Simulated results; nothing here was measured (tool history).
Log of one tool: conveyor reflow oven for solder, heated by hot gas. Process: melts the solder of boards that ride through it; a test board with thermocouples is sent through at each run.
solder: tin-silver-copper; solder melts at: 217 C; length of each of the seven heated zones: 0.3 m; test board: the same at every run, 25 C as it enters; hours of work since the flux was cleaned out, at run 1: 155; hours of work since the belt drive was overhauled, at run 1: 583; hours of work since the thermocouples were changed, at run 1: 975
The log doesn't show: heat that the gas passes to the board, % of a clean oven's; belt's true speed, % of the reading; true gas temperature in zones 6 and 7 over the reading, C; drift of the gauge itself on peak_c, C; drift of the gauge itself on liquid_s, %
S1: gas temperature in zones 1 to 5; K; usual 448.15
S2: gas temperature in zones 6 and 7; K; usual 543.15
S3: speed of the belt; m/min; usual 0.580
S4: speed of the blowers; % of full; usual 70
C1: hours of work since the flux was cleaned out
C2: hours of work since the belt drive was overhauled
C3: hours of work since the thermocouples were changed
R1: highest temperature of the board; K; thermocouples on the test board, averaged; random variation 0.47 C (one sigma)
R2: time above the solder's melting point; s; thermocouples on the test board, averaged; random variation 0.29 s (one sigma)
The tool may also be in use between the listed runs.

Run 1, hour 0.0: usual settings; C1 155; C2 583; C3 975. Result: R1 526.35 K, R2 48.1 s.
Run 2, hour 38.5: usual settings but S2 548.15 K; C1 172; C2 600; C3 992. Result: R1 530.85 K, R2 50.3 s.
Run 3, hour 68.4: usual settings but S2 548.15 K; C1 185; C2 613; C3 1006. Result: R1 530.85 K, R2 49.9 s.
Run 4, hour 111.1: usual settings; C1 205; C2 633; C3 1025. Result: R1 526.55 K, R2 47.5 s.
Run 5, hour 151.3: usual settings; C1 223; C2 651; C3 1043. Result: R1 525.55 K, R2 47.3 s.
Run 6, hour 187.1: usual settings but S2 538.15 K; C1 239; C2 667; C3 1059. Result: R1 521.35 K, R2 44.4 s.
Run 7, hour 246.8: usual settings but S2 538.15 K; C1 265; C2 693; C3 1086. Result: R1 521.85 K, R2 44.9 s.
Run 8, hour 308.4: usual settings but S2 545.15 K, S3 0.464 m/min; C1 293; C2 721; C3 1113. Result: R1 532.85 K, R2 65.9 s.
At hour 315.4: belt drive overhauled, speed set with a stopwatch.
Run 9, hour 349.1: usual settings but S1 442.15 K, S2 545.15 K, S3 0.464 m/min; C1 309; C2 15; C3 1130. Result: R1 532.75 K, R2 62.7 s.
Run 10, hour 391.7: usual settings but S4 53 % of full; C1 329; C2 34; C3 1149. Result: R1 521.55 K, R2 42.5 s.
At hour 436.0: belt drive overhauled, speed set with a stopwatch, once more.
Run 11, hour 446.2: usual settings but S4 53 % of full; C1 351; C2 5; C3 1172. Result: R1 519.35 K, R2 42.2 s.
Run 12, hour 504.6: usual settings but S1 455.15 K, S3 0.521 m/min, S4 53 % of full; C1 377; C2 31; C3 1198. Result: R1 525.55 K, R2 53.9 s.

5 ways to go on from here, each from the tool as it stands after run 12. What would each give?
Run A, hour 535.2: usual settings but S1 455.15 K, S2 546.15 K, S3 0.698 m/min, S4 53 % of full; C1 391; C2 44; C3 1211. Result: R1 ?, R2 ?.
Run B, hour 535.2: usual settings but S1 460.15 K, S3 0.496 m/min, S4 51 % of full; C1 391; C2 44; C3 1211. Result: R1 ?, R2 ?.
Run C, hour 535.2: usual settings but S1 455.15 K, S3 0.521 m/min, S4 54 % of full; C1 391; C2 44; C3 1211. Result: R1 ?, R2 ?.
Run D, hour 535.2: usual settings but S1 443.15 K; C1 391; C2 44; C3 1211. Result: R1 ?, R2 ?.
Run E, hour 535.2: usual settings but S1 460.15 K; C1 391; C2 44; C3 1211. Result: R1 ?, R2 ?.

run      R1    R2
  A  516.25  33.6
  B  527.45  59.9
  C  524.65  54.2
  D  523.65  44.3
  E  526.45  51.1
Without the tool's hidden state the same runs would have given:
run      R1    R2
  A  520.45  36.8
  B  531.25  62.4
  C  528.65  56.8
  D  528.15  47.2
  E  530.65  53.4

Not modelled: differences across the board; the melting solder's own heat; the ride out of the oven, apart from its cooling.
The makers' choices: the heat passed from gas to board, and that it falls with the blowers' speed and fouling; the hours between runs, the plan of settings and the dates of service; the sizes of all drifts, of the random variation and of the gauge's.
